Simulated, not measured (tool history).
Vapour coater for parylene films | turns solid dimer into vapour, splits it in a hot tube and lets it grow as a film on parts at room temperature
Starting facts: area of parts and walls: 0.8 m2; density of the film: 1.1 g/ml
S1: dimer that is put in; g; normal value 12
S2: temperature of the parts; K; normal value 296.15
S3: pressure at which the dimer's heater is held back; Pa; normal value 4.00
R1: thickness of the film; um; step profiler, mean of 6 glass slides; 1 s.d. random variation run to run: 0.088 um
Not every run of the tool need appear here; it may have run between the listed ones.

Run 1, hour 0.0: usual settings. Result: R1 10.73 um.
Run 2, hour 56.2: usual settings. Result: R1 10.54 um.
Run 3, hour 95.3: usual settings. Result: R1 10.45 um.
Run 4, hour 136.2: usual settings. Result: R1 10.55 um.
Run 5, hour 184.5: usual settings but S3 2.95 Pa. Result: R1 11.03 um.
Run 6, hour 220.7: usual settings but S3 2.95 Pa. Result: R1 10.95 um.
Run 7, hour 263.1: usual settings. Result: R1 10.35 um.
Run 8, hour 295.6: usual settings. Result: R1 10.27 um.
Run 9, hour 338.1: usual settings. Result: R1 10.37 um.
Run 10, hour 404.7: usual settings. Result: R1 10.05 um.
Run 11, hour 457.7: usual settings but S2 295.15 K. Result: R1 10.38 um.
Run 12, hour 490.0: usual settings but S2 295.15 K. Result: R1 10.30 um.
Run 13, hour 518.5: usual settings but S2 295.15 K. Result: R1 10.24 um.
Run 14, hour 584.5: usual settings but S2 295.15 K. Result: R1 10.12 um.
Run 15, hour 653.0: usual settings but S2 295.15 K. Result: R1 10.01 um.
Run 16, hour 717.2: usual settings but S2 307.15 K. Result: R1 6.32 um.
At hour 727.2: trap's valve overhauled.
Run 17, hour 780.9: usual settings but S1 8 g. Result: R1 7.32 um.
Run 18, hour 832.2: usual settings but S2 306.15 K, S3 2.62 Pa. Result: R1 7.93 um.
Run 19, hour 868.9: usual settings but S2 306.15 K, S3 2.77 Pa. Result: R1 7.70 um.
Run 20, hour 905.3: usual settings but S1 7 g, S3 2.76 Pa. Result: R1 6.56 um.
Run 21, hour 973.0: usual settings but S1 16 g, S2 297.15 K. Result: R1 13.42 um.
Run 22, hour 1012.9: usual settings but S2 306.15 K, S3 2.04 Pa. Result: R1 8.04 um.
Run 23, hour 1051.5: usual settings but S1 5 g, S2 304.15 K, S3 4.84 Pa. Result: R1 3.09 um.
Run 24, hour 1096.5: usual settings but S2 288.15 K, S3 3.85 Pa. Result: R1 12.53 um.
Run 25, hour 1147.4: usual settings but S1 16 g, S2 304.15 K, S3 5.73 Pa. Result: R1 9.58 um.
Run 26, hour 1206.5: usual settings but S1 10 g, S2 294.15 K, S3 5.65 Pa. Result: R1 8.64 um.
Run 27, hour 1266.6: usual settings but S1 9 g, S3 4.37 Pa. Result: R1 7.38 um.
Run 28, hour 1308.4: usual settings but S1 17 g, S3 8.74 Pa. Result: R1 12.62 um.
Run 29, hour 1340.5: usual settings but S1 7 g, S2 292.15 K. Result: R1 6.62 um.
Run 30, hour 1378.0: usual settings but S1 9 g, S2 292.15 K, S3 3.36 Pa. Result: R1 8.75 um.
Run 31, hour 1416.2: usual settings but S1 8 g, S2 297.15 K, S3 5.79 Pa. Result: R1 5.88 um.
Run 32, hour 1445.3: usual settings but S2 297.15 K. Result: R1 9.47 um.
At hour 1453.4: trap's valve overhauled.
Run 33, hour 1488.8: usual settings but S2 289.15 K, S3 8.16 Pa. Result: R1 12.60 um.

Branching from run 33: 5 alternative next runs. What would each branch give?
Run A, hour 1552.4: usual settings but S2 302.15 K, S3 8.16 Pa. Result: R1 ?.
Run B, hour 1552.4: usual settings but S2 289.15 K, S3 7.12 Pa. Result: R1 ?.
Run C, hour 1552.4: usual settings but S1 10 g, S2 291.15 K, S3 2.35 Pa. Result: R1 ?.
Run D, hour 1552.4: usual settings but S2 299.15 K, S3 2.84 Pa. Result: R1 ?.
Run E, hour 1552.4: usual settings but S1 20 g, S2 289.15 K, S3 8.16 Pa. Result: R1 ?.

run     R1
  A   7.70
  B  12.91
  C  10.93
  D  10.22
  E  20.95
Without the tool's hidden state the same runs would have given:
run     R1
  A   7.67
  B  12.87
  C  11.19
  D  10.18
  E  20.87
